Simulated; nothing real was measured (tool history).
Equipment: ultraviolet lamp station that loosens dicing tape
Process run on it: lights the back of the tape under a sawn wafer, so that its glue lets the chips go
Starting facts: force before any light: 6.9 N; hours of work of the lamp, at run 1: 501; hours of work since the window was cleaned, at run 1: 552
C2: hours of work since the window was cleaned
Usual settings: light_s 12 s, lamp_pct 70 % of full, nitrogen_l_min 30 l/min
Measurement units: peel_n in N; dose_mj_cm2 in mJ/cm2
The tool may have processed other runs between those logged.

Run 1, hour 0: usual settings; hours of work of the lamp 501; C2 552. Result: peel_n 0.233 N, dose_mj_cm2 356 mJ/cm2.
At hour 15.9: window cleaned of glue's vapour.
Run 2, hour 17: usual settings; hours of work of the lamp 511; C2 1. Result: peel_n 0.241 N, dose_mj_cm2 361 mJ/cm2.
Run 3, hour 43.6: usual settings; hours of work of the lamp 528; C2 17. Result: peel_n 0.219 N, dose_mj_cm2 359 mJ/cm2.
Run 4, hour 64: usual settings; hours of work of the lamp 541; C2 30. Result: peel_n 0.22 N, dose_mj_cm2 361 mJ/cm2.
Run 5, hour 83.1: usual settings but nitrogen_l_min 27 l/min; hours of work of the lamp 553; C2 42. Result: peel_n 0.252 N, dose_mj_cm2 358 mJ/cm2.
Run 6, hour 101.7: usual settings; hours of work of the lamp 564; C2 54. Result: peel_n 0.224 N, dose_mj_cm2 360 mJ/cm2.
Run 7, hour 124.7: usual settings but nitrogen_l_min 15 l/min; hours of work of the lamp 579; C2 68. Result: peel_n 0.413 N, dose_mj_cm2 360 mJ/cm2.
Run 8, hour 150.1: usual settings but nitrogen_l_min 15 l/min; hours of work of the lamp 595; C2 84. Result: peel_n 0.419 N, dose_mj_cm2 357 mJ/cm2.
Run 9, hour 174.3: usual settings but lamp_pct 75 % of full, nitrogen_l_min 15 l/min; hours of work of the lamp 610; C2 100. Result: peel_n 0.357 N, dose_mj_cm2 386 mJ/cm2.
Run 10, hour 188.1: usual settings; hours of work of the lamp 619; C2 108. Result: peel_n 0.228 N, dose_mj_cm2 357 mJ/cm2.
Run 11, hour 204.4: usual settings but lamp_pct 99 % of full; hours of work of the lamp 629; C2 118. Result: peel_n 0.148 N, dose_mj_cm2 499 mJ/cm2.
Run 12, hour 220.6: usual settings but light_s 7 s; hours of work of the lamp 639; C2 129. Result: peel_n 0.713 N, dose_mj_cm2 208 mJ/cm2.
Run 13, hour 234.8: usual settings but light_s 7 s; hours of work of the lamp 648; C2 138. Result: peel_n 0.712 N, dose_mj_cm2 209 mJ/cm2.
Run 14, hour 256.1: usual settings but light_s 7 s; hours of work of the lamp 661; C2 151. Result: peel_n 0.729 N, dose_mj_cm2 209 mJ/cm2.
Run 15, hour 280.8: usual settings but light_s 7 s; hours of work of the lamp 677; C2 166. Result: peel_n 0.706 N, dose_mj_cm2 208 mJ/cm2.
Run 16, hour 310.4: usual settings but light_s 7 s, nitrogen_l_min 37 l/min; hours of work of the lamp 695; C2 185. Result: peel_n 0.62 N, dose_mj_cm2 212 mJ/cm2.
Run 17, hour 335.5: usual settings but light_s 19 s, lamp_pct 88 % of full, nitrogen_l_min 16 l/min; hours of work of the lamp 711; C2 201. Result: peel_n 0.142 N, dose_mj_cm2 713 mJ/cm2.
Run 18, hour 364.1: usual settings but light_s 13 s, lamp_pct 88 % of full, nitrogen_l_min 18 l/min; hours of work of the lamp 729; C2 219. Result: peel_n 0.2 N, dose_mj_cm2 481 mJ/cm2.
Run 19, hour 383.2: usual settings but light_s 14 s, nitrogen_l_min 11 l/min; hours of work of the lamp 741; C2 231. Result: peel_n 0.396 N, dose_mj_cm2 415 mJ/cm2.
Run 20, hour 399.9: usual settings but light_s 14 s, lamp_pct 90 % of full, nitrogen_l_min 34 l/min; hours of work of the lamp 752; C2 241. Result: peel_n 0.13 N, dose_mj_cm2 543 mJ/cm2.
Run 21, hour 423: usual settings but light_s 23 s, lamp_pct 76 % of full, nitrogen_l_min 54 l/min; hours of work of the lamp 766; C2 256. Result: peel_n 0.124 N, dose_mj_cm2 742 mJ/cm2.
Run 22, hour 446.2: usual settings but light_s 23 s, lamp_pct 71 % of full, nitrogen_l_min 25 l/min; hours of work of the lamp 781; C2 270. Result: peel_n 0.129 N, dose_mj_cm2 695 mJ/cm2.
Run 23, hour 462.7: usual settings but light_s 23 s, lamp_pct 71 % of full, nitrogen_l_min 25 l/min; hours of work of the lamp 791; C2 281. Result: peel_n 0.132 N, dose_mj_cm2 692 mJ/cm2.
Run 24, hour 484.1: usual settings but light_s 23 s, lamp_pct 71 % of full, nitrogen_l_min 25 l/min; hours of work of the lamp 805; C2 294. Result: peel_n 0.138 N, dose_mj_cm2 695 mJ/cm2.
Run 25, hour 506.4: usual settings but light_s 9 s, lamp_pct 71 % of full, nitrogen_l_min 10 l/min; hours of work of the lamp 819; C2 308. Result: peel_n 1.049 N, dose_mj_cm2 268 mJ/cm2.
Run 26, hour 530.1: usual settings but light_s 9 s, nitrogen_l_min 32 l/min; hours of work of the lamp 834; C2 323. Result: peel_n 0.393 N, dose_mj_cm2 267 mJ/cm2.
Run 27, hour 558.9: usual settings but nitrogen_l_min 57 l/min; hours of work of the lamp 852; C2 341. Result: peel_n 0.172 N, dose_mj_cm2 358 mJ/cm2.

Consider 3 possible next runs. They are alternatives, not a sequence: every one starts from the tool as it was left by run 27. What does each give?
Run A, hour 583.4: usual settings but lamp_pct 77 % of full, nitrogen_l_min 46 l/min; hours of work of the lamp 867; C2 357. Result: peel_n ?, dose_mj_cm2 ?.
Run B, hour 583.4: usual settings but lamp_pct 65 % of full, nitrogen_l_min 36 l/min; hours of work of the lamp 867; C2 357. Result: peel_n ?, dose_mj_cm2 ?.
Run C, hour 583.4: usual settings but light_s 8 s, lamp_pct 76 % of full, nitrogen_l_min 12 l/min; hours of work of the lamp 867; C2 357. Result: peel_n ?, dose_mj_cm2 ?.

run  peel_n  dose_mj_cm2
  A   0.162          391
  B   0.226          332
  C   1.008          258
Stripped of hidden state, with their random variation kept, the same runs would have yielded:
run  peel_n  dose_mj_cm2
  A   0.161          392
  B   0.225          333
  C   1.003          259
